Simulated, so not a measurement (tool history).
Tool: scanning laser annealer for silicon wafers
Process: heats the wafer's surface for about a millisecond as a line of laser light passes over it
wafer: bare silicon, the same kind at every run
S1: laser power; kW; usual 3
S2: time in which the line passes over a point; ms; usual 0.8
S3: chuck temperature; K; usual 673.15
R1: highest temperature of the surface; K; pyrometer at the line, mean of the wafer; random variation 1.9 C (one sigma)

run	hour	S1	S2	S3	R1
1	0	3	0.8	673.15	1369.15
# hour 15.6: window over the wafer cleaned
2	15.6	2.973	0.8	673.15	1411.15
3	26.7	2.769	0.8	673.15	1348.15
4	37.8	2.769	0.8	673.15	1346.15
5	58	3	0.8	673.15	1416.15
6	76.2	3	0.74	673.15	1387.15
7	92.1	3	0.74	673.15	1391.15
8	110.4	3	0.74	673.15	1385.15
9	119.7	3	0.74	673.15	1383.15
10	133.1	3	0.74	673.15	1388.15
11	149	3	0.74	712.15	1422.15
12	158.7	3	0.74	712.15	1425.15
13	179.2	3	0.74	712.15	1424.15
14	190.2	3	0.74	655.15	1364.15
15	200.7	3	0.74	655.15	1365.15
16	213.8	3	0.8	673.15	1413.15
17	224.2	3	0.8	673.15	1410.15
18	239.3	3	0.8	673.15	1404.15
19	248	3	0.8	673.15	1410.15
20	257.2	2.833	0.8	673.15	1361.15
21	274.4	2.638	0.8	673.15	1299.15
22	295.4	2.938	0.667	673.15	1325.15
23	314.8	2.938	0.667	673.15	1323.15
24	328.8	3	0.873	706.15	1473.15
25	350	2.688	0.987	673.15	1382.15
26	368.6	2.688	0.987	673.15	1385.15
27	380.2	2.791	0.951	674.15	1405.15
28	399	2.821	0.663	642.15	1262.15
29	410.3	2.821	0.663	642.15	1256.15
30	426	2.821	0.663	642.15	1257.15
31	443.8	2.821	0.663	642.15	1256.15
32	452.7	2.821	0.712	682.15	1315.15
33	462.7	2.821	0.712	682.15	1319.15
34	477.9	3.107	0.943	673.15	1501.15
35	490.8	3.107	0.943	673.15	1500.15

Run 36 comes next. What will it give?
36	502.9	3.107	0.943	673.15	?

Run 36 gave R1 1503.15 K.
Without the tool's hidden state the same run would have given R1 1531.15 K.
